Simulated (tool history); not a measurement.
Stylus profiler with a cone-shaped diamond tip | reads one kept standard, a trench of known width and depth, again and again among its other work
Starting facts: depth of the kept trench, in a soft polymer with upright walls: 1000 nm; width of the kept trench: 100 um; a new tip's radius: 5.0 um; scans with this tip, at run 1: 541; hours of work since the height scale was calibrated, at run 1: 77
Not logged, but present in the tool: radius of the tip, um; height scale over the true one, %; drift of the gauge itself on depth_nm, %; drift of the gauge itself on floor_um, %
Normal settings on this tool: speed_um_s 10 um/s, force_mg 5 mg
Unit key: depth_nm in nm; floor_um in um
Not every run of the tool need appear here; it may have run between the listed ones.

| run | hour | speed_um_s | force_mg | scans with this tip | hours of work since the height scale was calibrated | depth_nm | floor_um |
|---|---|---|---|---|---|---|---|
| 1 | 0 | 10 | 5 | 541 | 77 | 1019.32 | 93.91 |
| 2 | 8.4 | 10 | 5 | 570 | 82 | 1019.36 | 93.92 |
| 3 | 20.1 | 10 | 5 | 611 | 87 | 1019.34 | 93.89 |
| 4 | 27.3 | 10 | 5 | 636 | 91 | 1019.4 | 93.86 |
| 5 | 39.4 | 10 | 5 | 679 | 97 | 1019.5 | 93.89 |
| 6 | 53.2 | 10 | 5 | 727 | 104 | 1019.32 | 93.81 |
| 7 | 68.3 | 10 | 5 | 779 | 111 | 1019.59 | 93.81 |
| 8 | 77.2 | 3 | 5 | 810 | 116 | 1019.39 | 93.95 |
| 9 | 85 | 3 | 5 | 837 | 120 | 1019.5 | 93.9 |
| 10 | 98 | 15 | 5 | 883 | 126 | 1019.39 | 93.83 |
| 11 | 108.8 | 15 | 5 | 921 | 132 | 1019.33 | 93.79 |
| 12 | 122.6 | 15 | 5 | 969 | 138 | 1019.41 | 93.82 |
| 13 | 131.9 | 15 | 5 | 1001 | 143 | 1019.36 | 93.8 |
| 14 | 143.8 | 15 | 5 | 1043 | 149 | 1019.69 | 93.78 |
| 15 | 155.8 | 15 | 5 | 1084 | 155 | 1019.2 | 93.73 |
| 16 | 162.9 | 15 | 5 | 1109 | 158 | 1019.37 | 93.72 |
| 17 | 175.1 | 10 | 2.79 | 1152 | 165 | 1012.96 | 93.78 |
| 18 | 187.6 | 10 | 2.79 | 1195 | 171 | 1012.7 | 93.79 |
| 19 | 202.9 | 5 | 2.79 | 1248 | 178 | 1012.95 | 93.76 |
| 20 | 218.1 | 5 | 2.79 | 1302 | 186 | 1012.7 | 93.73 |
| 21 | 234.7 | 5 | 2.79 | 1359 | 194 | 1012.76 | 93.73 |
| 22 | 246.8 | 5 | 2.79 | 1402 | 200 | 1012.77 | 93.74 |
| 23 | 256 | 3 | 5 | 1434 | 205 | 1019.38 | 93.77 |
| 24 | 269 | 3 | 5 | 1479 | 211 | 1019.84 | 93.7 |
| 25 | 285.8 | 8 | 2.21 | 1537 | 220 | 1010.65 | 93.68 |
| 26 | 293.8 | 8 | 2.21 | 1565 | 224 | 1010.71 | 93.65 |
| 27 | 301.9 | 2 | 3.14 | 1593 | 228 | 1013.75 | 93.69 |
| 28 | 316.7 | 10 | 8.26 | 1645 | 235 | 1027.12 | 93.7 |
| 29 | 326.4 | 10 | 8.26 | 1679 | 240 | 1027.4 | 93.65 |
| 30 | 343.6 | 10 | 2.46 | 1739 | 248 | 1011.85 | 93.66 |
| 31 | 354.5 | 24 | 5.15 | 1777 | 254 | 1019.56 | 93.56 |
| 32 | 363.6 | 10 | 4.43 | 1809 | 258 | 1017.54 | 93.69 |
| 33 | 372.2 | 13 | 3.8 | 1839 | 263 | 1015.87 | 93.63 |
| 34 | 384.1 | 13 | 3.8 | 1880 | 269 | 1015.96 | 93.59 |
| 35 | 392.3 | 5 | 1.91 | 1909 | 273 | 1009.5 | 93.63 |
| 36 | 400.5 | 5 | 2.09 | 1937 | 277 | 1010.29 | 93.63 |
| 37 | 410.3 | 13 | 9.61 | 1971 | 282 | 1030.38 | 93.61 |
| 38 | 426.7 | 40 | 5.51 | 2029 | 290 | 1020.5 | 93.5 |
| 39 | 441.6 | 30 | 3.33 | 2080 | 297 | 1014.5 | 93.53 |
| 40 | 456.9 | 23 | 11.75 | 2134 | 305 | 1034.8 | 93.54 |
| 41 | 465 | 23 | 11.75 | 2162 | 309 | 1034.61 | 93.53 |
| 42 | 475.1 | 23 | 11.75 | 2197 | 314 | 1034.64 | 93.55 |
| 43 | 489.5 | 18 | 3.15 | 2247 | 321 | 1013.48 | 93.5 |

How would selected steps in depth_nm from run to run divide? Give the signed amount a tool lacking its hidden state would still show from settings, what came in and random variation, and the signed amount left for the hidden state, including any gauge scatter that is not in both of the compared results.
Run 27 -> 28: speed_um_s 2 -> 10, force_mg 3.14 -> 8.26. depth_nm +13.37 nm: hidden state -0.03, all else +13.4.
Run 36 -> 37: speed_um_s 5 -> 13, force_mg 2.09 -> 9.61. depth_nm +20.09 nm: hidden state -0.03, all else +20.12.
Run 39 -> 40: speed_um_s 30 -> 23, force_mg 3.33 -> 11.75. depth_nm +20.3 nm: hidden state -0.04, all else +20.34.
Run 42 -> 43: speed_um_s 23 -> 18, force_mg 11.75 -> 3.15. depth_nm -21.16 nm: hidden state +0.02, all else -21.18.
